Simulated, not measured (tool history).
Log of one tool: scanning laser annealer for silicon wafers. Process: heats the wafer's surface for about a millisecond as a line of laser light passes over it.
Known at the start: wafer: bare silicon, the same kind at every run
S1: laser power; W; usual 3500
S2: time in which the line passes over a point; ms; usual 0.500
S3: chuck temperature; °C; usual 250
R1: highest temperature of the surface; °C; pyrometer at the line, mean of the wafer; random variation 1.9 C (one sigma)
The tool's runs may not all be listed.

Run 1, hour 0.0: usual settings. Result: R1 1055 °C.
Run 2, hour 7.8: usual settings but S3 248 °C. Result: R1 1057 °C.
Run 3, hour 14.7: usual settings but S3 248 °C. Result: R1 1055 °C.
Run 4, hour 18.8: usual settings but S3 248 °C. Result: R1 1056 °C.
Run 5, hour 26.3: usual settings but S3 248 °C. Result: R1 1057 °C.
Run 6, hour 32.1: usual settings. Result: R1 1058 °C.
Run 7, hour 39.6: usual settings but S1 3499 W. Result: R1 1057 °C.
Run 8, hour 49.4: usual settings but S1 3499 W. Result: R1 1058 °C.
Run 9, hour 57.9: usual settings but S3 225 °C. Result: R1 1031 °C.
Run 10, hour 62.0: usual settings but S1 2982 W. Result: R1 930 °C.
Run 11, hour 69.2: usual settings but S1 2982 W. Result: R1 928 °C.
Run 12, hour 75.5: usual settings but S1 2979 W, S2 0.387 ms, S3 282 °C. Result: R1 866 °C.
Run 13, hour 84.6: usual settings but S2 0.542 ms. Result: R1 1097 °C.
Run 14, hour 88.7: usual settings but S1 3063 W, S2 0.389 ms, S3 220 °C. Result: R1 823 °C.
Run 15, hour 95.1: usual settings but S1 3683 W, S2 0.389 ms, S3 233 °C. Result: R1 968 °C.
Run 16, hour 103.5: usual settings but S1 3440 W, S2 0.389 ms, S3 244 °C. Result: R1 925 °C.
Run 17, hour 111.3: usual settings but S1 3265 W, S2 0.564 ms, S3 252 °C. Result: R1 1054 °C.
Run 18, hour 118.3: usual settings but S1 3586 W, S2 0.573 ms, S3 252 °C. Result: R1 1146 °C.
Run 19, hour 124.1: usual settings but S1 3586 W, S2 0.573 ms, S3 252 °C. Result: R1 1151 °C.
Run 20, hour 128.9: usual settings but S2 0.587 ms, S3 211 °C. Result: R1 1092 °C.
Run 21, hour 135.6: usual settings but S1 2998 W, S3 223 °C. Result: R1 904 °C.

5 ways to go on from here, each from the tool as it stands after run 21. What would each give?
Run A, hour 142.8: usual settings but S2 0.545 ms, S3 220 °C. Result: R1 ?.
Run B, hour 142.8: usual settings but S1 3749 W, S2 0.506 ms, S3 281 °C. Result: R1 ?.
Run C, hour 142.8: usual settings but S1 3479 W, S2 0.352 ms, S3 249 °C. Result: R1 ?.
Run D, hour 142.8: usual settings but S1 3182 W. Result: R1 ?.
Run E, hour 142.8: usual settings but S1 3494 W, S3 288 °C. Result: R1 ?.

run    R1
  A  1066
  B  1156
  C   905
  D   979
  E  1092
Without the tool's hidden state the same runs would have given:
run    R1
  A  1099
  B  1191
  C   931
  D  1007
  E  1124
